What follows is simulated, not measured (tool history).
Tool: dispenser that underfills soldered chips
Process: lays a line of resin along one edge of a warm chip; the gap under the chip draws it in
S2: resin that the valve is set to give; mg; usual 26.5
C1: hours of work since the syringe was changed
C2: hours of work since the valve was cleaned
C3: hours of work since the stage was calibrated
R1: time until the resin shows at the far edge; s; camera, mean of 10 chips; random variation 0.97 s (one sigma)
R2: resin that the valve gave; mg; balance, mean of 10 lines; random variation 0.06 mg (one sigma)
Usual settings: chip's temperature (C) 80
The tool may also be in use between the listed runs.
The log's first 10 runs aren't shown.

At hour 72.6: new syringe of resin.
Run 11, hour 77.4: usual settings; C1 3; C2 45; C3 147. Result: R1 114.8 s, R2 26.24 mg.
At hour 80.8: new syringe of resin.
Run 12, hour 85.7: usual settings but chip's temperature (C) 85; C1 4; C2 51; C3 153. Result: R1 94.5 s, R2 26.12 mg.
At hour 89.2: new syringe of resin.
Run 13, hour 95.2: usual settings but chip's temperature (C) 85; C1 4; C2 57; C3 159. Result: R1 100.3 s, R2 26.07 mg.
At hour 97.8: new syringe of resin.
Run 14, hour 101.4: usual settings but chip's temperature (C) 85; C1 3; C2 62; C3 163. Result: R1 87.8 s, R2 26.01 mg.
At hour 106.5: new syringe of resin.
Run 15, hour 106.6: usual settings; C1 0; C2 65; C3 167. Result: R1 93.5 s, R2 25.94 mg.
Run 16, hour 112.0: usual settings; C1 4; C2 69; C3 171. Result: R1 122.1 s, R2 26.00 mg.
At hour 115.1: new syringe of resin.
Run 17, hour 116.7: usual settings but S2 33.5 mg; C1 1; C2 72; C3 174. Result: R1 94.9 s, R2 32.86 mg.
At hour 120.6: dispensing valve cleaned and set on the balance.
At hour 125.0: new syringe of resin.
Run 18, hour 126.3: usual settings but chip's temperature (C) 78, S2 27.1 mg; C1 1; C2 4; C3 180. Result: R1 106.7 s, R2 27.04 mg.
At hour 133.6: new syringe of resin.
Run 19, hour 135.2: usual settings but chip's temperature (C) 78, S2 27.1 mg; C1 1; C2 10; C3 186. Result: R1 107.9 s, R2 26.93 mg.
Run 20, hour 140.4: usual settings but chip's temperature (C) 78, S2 27.1 mg; C1 5; C2 14; C3 190. Result: R1 144.7 s, R2 26.88 mg.
At hour 142.3: new syringe of resin.
Run 21, hour 145.5: usual settings but chip's temperature (C) 68, S2 34.0 mg; C1 2; C2 17; C3 193. Result: R1 191.5 s, R2 33.66 mg.
At hour 150.7: new syringe of resin.
Run 22, hour 150.9: usual settings but chip's temperature (C) 68, S2 34.0 mg; C1 0; C2 21; C3 197. Result: R1 161.0 s, R2 33.77 mg.
Run 23, hour 158.6: usual settings but chip's temperature (C) 68, S2 34.0 mg; C1 6; C2 27; C3 203. Result: R1 256.2 s, R2 33.68 mg.
At hour 159.6: new syringe of resin.
Run 24, hour 164.3: usual settings but chip's temperature (C) 78, S2 25.7 mg; C1 3; C2 30; C3 207. Result: R1 131.4 s, R2 25.41 mg.
At hour 168.0: new syringe of resin.
Run 25, hour 172.2: usual settings but chip's temperature (C) 78, S2 25.7 mg; C1 3; C2 36; C3 212. Result: R1 126.4 s, R2 25.36 mg.
At hour 177.0: new syringe of resin.
Run 26, hour 178.2: usual settings but chip's temperature (C) 77, S2 30.1 mg; C1 1; C2 40; C3 216. Result: R1 108.2 s, R2 29.55 mg.
Run 27, hour 184.7: usual settings but chip's temperature (C) 88, S2 25.6 mg; C1 6; C2 45; C3 221. Result: R1 92.2 s, R2 25.22 mg.
At hour 185.5: new syringe of resin.
At hour 193.9: new syringe of resin.
Run 28, hour 194.4: usual settings but chip's temperature (C) 92, S2 33.6 mg; C1 0; C2 51; C3 227. Result: R1 48.5 s, R2 33.03 mg.

The next listed run, before its measurement:
Run 29, hour 201.1: usual settings but chip's temperature (C) 92; C1 5; C2 56; C3 232. Result: R1 ?, R2 ?.

{"run 29": {"R1": 73.6, "R2": 25.93}}
Without the tool's hidden state the same run would have given R1 51.7 s, R2 26.43 mg.
